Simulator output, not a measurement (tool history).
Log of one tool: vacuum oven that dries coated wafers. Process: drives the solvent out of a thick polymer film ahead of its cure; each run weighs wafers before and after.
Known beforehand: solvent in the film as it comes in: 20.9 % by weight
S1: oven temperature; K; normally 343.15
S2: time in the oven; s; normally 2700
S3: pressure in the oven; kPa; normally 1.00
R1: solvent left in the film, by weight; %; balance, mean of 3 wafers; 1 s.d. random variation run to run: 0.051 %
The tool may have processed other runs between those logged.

Run 1, hour 0.0: usual settings. Result: R1 1.63 %.
Run 2, hour 14.1: usual settings but S3 1.31 kPa. Result: R1 1.81 %.
Run 3, hour 22.9: usual settings but S3 1.31 kPa. Result: R1 1.81 %.
Run 4, hour 34.6: usual settings. Result: R1 1.72 %.
Run 5, hour 46.6: usual settings. Result: R1 1.66 %.
Run 6, hour 53.3: usual settings. Result: R1 1.64 %.
At hour 59.3: oven's thermocouples calibrated.
Run 7, hour 67.4: usual settings. Result: R1 1.28 %.
Run 8, hour 78.2: usual settings. Result: R1 1.35 %.
Run 9, hour 83.9: usual settings. Result: R1 1.34 %.
Run 10, hour 97.2: usual settings. Result: R1 1.31 %.
Run 11, hour 103.1: usual settings. Result: R1 1.38 %.
Run 12, hour 115.8: usual settings. Result: R1 1.39 %.
Run 13, hour 128.6: usual settings. Result: R1 1.29 %.
Run 14, hour 137.3: usual settings but S2 1560 s. Result: R1 3.37 %.
Run 15, hour 149.5: usual settings. Result: R1 1.39 %.
Run 16, hour 162.0: usual settings. Result: R1 1.35 %.
Run 17, hour 170.0: usual settings but S3 1.49 kPa. Result: R1 1.68 %.
Run 18, hour 181.9: usual settings but S1 351.15 K, S2 3480 s, S3 1.90 kPa. Result: R1 0.80 %.
Run 19, hour 189.1: usual settings but S1 331.15 K, S2 1740 s, S3 0.84 kPa. Result: R1 8.03 %.
Run 20, hour 200.7: usual settings but S1 331.15 K, S2 1740 s, S3 0.84 kPa. Result: R1 8.04 %.
Run 21, hour 209.2: usual settings but S1 341.15 K, S3 3.13 kPa. Result: R1 3.06 %.
Run 22, hour 223.1: usual settings but S1 341.15 K, S3 3.13 kPa. Result: R1 3.02 %.
Run 23, hour 233.8: usual settings but S1 341.15 K, S2 3900 s. Result: R1 1.04 %.
Run 24, hour 245.4: usual settings but S1 331.15 K, S2 2400 s, S3 0.58 kPa. Result: R1 6.01 %.
Run 25, hour 251.4: usual settings but S1 331.15 K, S2 2400 s, S3 0.81 kPa. Result: R1 6.22 %.
Run 26, hour 259.2: usual settings but S1 352.15 K, S2 4380 s, S3 2.02 kPa. Result: R1 0.84 %.
Run 27, hour 271.1: usual settings but S1 347.15 K, S3 0.67 kPa. Result: R1 0.65 %.
Run 28, hour 283.7: usual settings but S1 347.15 K, S3 0.67 kPa. Result: R1 0.71 %.
Run 29, hour 296.1: usual settings but S1 352.15 K, S3 0.67 kPa. Result: R1 0.40 %.
Run 30, hour 301.8: usual settings but S1 352.15 K, S3 0.67 kPa. Result: R1 0.34 %.
Run 31, hour 310.4: usual settings but S1 329.15 K, S2 3060 s. Result: R1 5.92 %.
Run 32, hour 321.2: usual settings but S1 329.15 K, S2 1440 s, S3 0.83 kPa. Result: R1 10.29 %.
Run 33, hour 328.6: usual settings but S1 338.15 K, S2 4080 s, S3 1.77 kPa. Result: R1 1.96 %.
Run 34, hour 334.8: usual settings but S1 338.15 K, S2 4080 s, S3 1.77 kPa. Result: R1 1.92 %.

Pick out some run-to-run changes in R1. Of each, how much would a tool without hidden state show as well, from the settings, what came in and chance, and how much is left for the hidden state and any gauge scatter not in both results compared?
Hidden state at play: true wafer temperature over the reading, C; true pressure over the reading, kPa; drift of the gauge itself on solvent_pct, %.
Run 6 -> 7: oven's thermocouples calibrated. R1 -0.36 %: hidden state -0.38, all else +0.02.
Run 18 -> 19: S1 351.15 -> 331.15, S2 3480 -> 1740, S3 1.90 -> 0.84. R1 +7.23 %: hidden state +0.30, all else +6.93.
Run 25 -> 26: S1 331.15 -> 352.15, S2 2400 -> 4380, S3 0.81 -> 2.02. R1 -5.38 %: hidden state -0.33, all else -5.05.
Run 30 -> 31: S1 352.15 -> 329.15, S2 2700 -> 3060, S3 0.67 -> 1.00. R1 +5.58 %: hidden state +0.39, all else +5.19.
Run 32 -> 33: S1 329.15 -> 338.15, S2 1440 -> 4080, S3 0.83 -> 1.77. R1 -8.33 %: hidden state -0.19, all else -8.14.

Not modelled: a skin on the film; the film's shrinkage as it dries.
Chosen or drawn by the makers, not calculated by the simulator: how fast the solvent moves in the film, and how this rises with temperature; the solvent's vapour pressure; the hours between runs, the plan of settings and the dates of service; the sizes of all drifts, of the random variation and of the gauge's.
